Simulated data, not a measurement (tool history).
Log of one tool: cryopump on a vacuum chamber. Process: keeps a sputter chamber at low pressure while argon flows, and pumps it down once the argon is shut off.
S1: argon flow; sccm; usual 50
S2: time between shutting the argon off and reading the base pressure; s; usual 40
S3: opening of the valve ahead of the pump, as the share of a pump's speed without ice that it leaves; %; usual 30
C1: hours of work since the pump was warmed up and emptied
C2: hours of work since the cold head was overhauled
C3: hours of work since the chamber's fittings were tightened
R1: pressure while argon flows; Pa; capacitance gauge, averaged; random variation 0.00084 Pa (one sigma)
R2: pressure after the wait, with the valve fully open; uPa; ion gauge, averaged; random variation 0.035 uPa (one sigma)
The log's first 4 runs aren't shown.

Run 5, hour 86.5: usual settings; C1 156; C2 156; C3 1497. Result: R1 0.1691 Pa, R2 2.88 uPa.
Run 6, hour 111.6: usual settings but S1 25 sccm; C1 176; C2 176; C3 1516. Result: R1 0.0848 Pa, R2 2.93 uPa.
Run 7, hour 138.4: usual settings but S1 25 sccm; C1 196; C2 196; C3 1537. Result: R1 0.0849 Pa, R2 3.06 uPa.
Run 8, hour 153.9: usual settings; C1 208; C2 208; C3 1549. Result: R1 0.1708 Pa, R2 3.05 uPa.
Run 9, hour 169.0: usual settings but S2 90 s; C1 220; C2 220; C3 1560. Result: R1 0.1697 Pa, R2 2.06 uPa.
Run 10, hour 185.8: usual settings but S2 90 s; C1 232; C2 232; C3 1573. Result: R1 0.1712 Pa, R2 2.10 uPa.
Run 11, hour 216.2: usual settings but S2 90 s; C1 256; C2 256; C3 1596. Result: R1 0.1724 Pa, R2 2.12 uPa.
Run 12, hour 233.6: usual settings but S1 34 sccm; C1 269; C2 269; C3 1610. Result: R1 0.1169 Pa, R2 3.07 uPa.
Run 13, hour 250.8: usual settings but S1 34 sccm; C1 282; C2 282; C3 1623. Result: R1 0.1160 Pa, R2 3.10 uPa.
Run 14, hour 269.7: usual settings but S2 239 s; C1 297; C2 297; C3 1637. Result: R1 0.1725 Pa, R2 1.66 uPa.
Run 15, hour 285.3: usual settings but S2 239 s; C1 309; C2 309; C3 1649. Result: R1 0.1698 Pa, R2 1.64 uPa.
Run 16, hour 312.1: usual settings but S2 239 s; C1 329; C2 329; C3 1670. Result: R1 0.1712 Pa, R2 1.69 uPa.
Run 17, hour 342.1: usual settings but S2 239 s; C1 352; C2 352; C3 1693. Result: R1 0.1741 Pa, R2 1.73 uPa.
Run 18, hour 370.1: usual settings but S1 38 sccm, S2 154 s; C1 374; C2 374; C3 1714. Result: R1 0.1306 Pa, R2 1.88 uPa.
Run 19, hour 385.2: usual settings but S1 49 sccm, S2 54 s, S3 33 %; C1 385; C2 385; C3 1726. Result: R1 0.1545 Pa, R2 2.69 uPa.

Run 20 comes next. What will it give?
Run 20, hour 406.4: usual settings but S1 49 sccm, S2 54 s, S3 33 %; C1 401; C2 401; C3 1742. Result: R1 ?, R2 ?.

R1: 0.1538 Pa
R2: 2.75 uPa
Without the tool's hidden state the same run would have given R1 0.1490 Pa, R2 1.47 uPa.
